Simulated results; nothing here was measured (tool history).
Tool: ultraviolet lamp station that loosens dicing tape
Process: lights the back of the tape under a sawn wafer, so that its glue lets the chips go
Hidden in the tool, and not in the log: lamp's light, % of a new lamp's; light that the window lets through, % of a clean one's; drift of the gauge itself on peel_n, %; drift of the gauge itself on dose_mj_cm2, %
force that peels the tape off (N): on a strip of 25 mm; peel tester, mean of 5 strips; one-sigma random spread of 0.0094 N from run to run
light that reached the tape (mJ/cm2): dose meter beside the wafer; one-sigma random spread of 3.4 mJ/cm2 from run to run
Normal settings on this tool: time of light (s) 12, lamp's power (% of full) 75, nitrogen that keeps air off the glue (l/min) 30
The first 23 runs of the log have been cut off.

run	day	time of light (s)	lamp's power (% of full)	nitrogen that keeps air off the glue (l/min)	hours of work of the lamp	hours of work since the window was cleaned	force that peels the tape off (N)	light that reached the tape (mJ/cm2)
24	56.362	12	87	30	183	94	0.346	587
25	58.050	12	87	30	199	111	0.343	580
26	60.571	12	87	30	224	135	0.374	574
27	62.392	12	87	30	241	152	0.369	568
28	64.688	21	72	34	263	175	0.218	817
29	67.904	20	82	17	294	206	0.256	870
30	70.138	20	66	57	316	227	0.245	701
31	72.188	19	75	15	336	247	0.329	745
32	74.542	10	62	12	358	269	1.108	325
33	76.554	12	75	40	378	289	0.485	462
34	79.633	12	75	40	407	319	0.505	450
35	81.717	7	74	10	428	339	1.408	256
36	84.571	23	93	20	455	366	0.192	1045
37	86.838	23	93	20	477	388	0.197	1040
38	89.942	11	93	32	507	418	0.463	490
39	92.554	20	61	36	532	443	0.354	574
40	94.038	20	63	36	546	457	0.332	589
41	97.096	12	63	14	576	487	0.984	349
42	99.946	9	85	30	603	514	0.771	352

Predict each of these 3 candidate next runs independently; none follows another, all start after run 42:
A	101.796	6	62	30	621	532	?	?
B	101.796	12	75	17	621	532	?	?
C	101.796	13	85	30	621	532	?	?

run	force that peels the tape off (N)	light that reached the tape (mJ/cm2)
A	1.532	169
B	0.760	401
C	0.464	498
What these runs would have given with no unlogged condition in the tool:
run	force that peels the tape off (N)	light that reached the tape (mJ/cm2)
A	1.206	227
B	0.497	539
C	0.296	671
